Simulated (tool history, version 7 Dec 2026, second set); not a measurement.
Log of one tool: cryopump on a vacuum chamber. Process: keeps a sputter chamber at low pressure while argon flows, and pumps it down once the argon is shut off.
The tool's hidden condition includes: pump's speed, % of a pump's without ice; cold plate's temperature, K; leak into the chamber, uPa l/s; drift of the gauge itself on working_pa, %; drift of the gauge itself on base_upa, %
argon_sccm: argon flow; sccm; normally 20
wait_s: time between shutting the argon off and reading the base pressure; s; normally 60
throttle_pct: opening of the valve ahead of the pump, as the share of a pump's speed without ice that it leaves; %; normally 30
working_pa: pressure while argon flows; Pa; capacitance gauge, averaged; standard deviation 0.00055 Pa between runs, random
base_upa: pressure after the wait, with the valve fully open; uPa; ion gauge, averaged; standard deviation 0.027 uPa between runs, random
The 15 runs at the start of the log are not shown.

run,hour,argon_sccm,wait_s,throttle_pct,hours of work since the pump was warmed up and emptied,hours of work since the cold head was overhauled,hours of work since the chamber's fittings were tightened,working_pa,base_upa
16,683.8,20,60,30,405,405,315,0.0583,1.67
17,737.4,20,60,30,429,429,339,0.0580,1.68
18,797.8,8,281,41,456,456,366,0.0174,0.89
19,841.1,10,223,46,475,475,385,0.0198,1.00
20,872.6,15,240,30,489,489,399,0.0442,0.96
# hour 928.2: pump warmed up, emptied and cooled again
21,928.3,20,54,36,0,512,421,0.0468,1.77
22,959.6,24,31,18,14,526,435,0.1111,2.68
23,1004.9,20,42,47,34,546,455,0.0365,2.22
24,1063.8,21,56,30,60,572,481,0.0589,1.83
25,1096.5,21,56,30,75,586,496,0.0589,1.78
26,1139.4,21,126,30,94,605,515,0.0588,1.23
27,1200.1,21,126,30,121,632,542,0.0603,1.32
28,1233.6,10,126,58,136,647,557,0.0140,1.30
29,1291.6,10,126,58,161,673,582,0.0157,1.37
30,1317.9,23,32,46,173,685,594,0.0430,2.92
31,1372.4,23,32,46,197,709,618,0.0428,2.88
32,1398.2,23,32,46,209,720,630,0.0432,2.83
33,1427.0,23,32,46,221,733,643,0.0439,2.93
34,1456.0,23,32,46,234,746,655,0.0434,2.90

What if the next run were any one of these 3? Each begins from the tool's condition after run 34:
A,1504.0,23,116,28,256,767,677,?,?
B,1504.0,8,32,46,256,767,677,?,?
C,1504.0,18,60,38,256,767,677,?,?

run,working_pa,base_upa
A,0.0710,1.66
B,0.0150,2.94
C,0.0417,2.14
Without the tool's unlogged condition, the same runs would have read:
run,working_pa,base_upa
A,0.0686,0.77
B,0.0142,2.07
C,0.0398,1.24
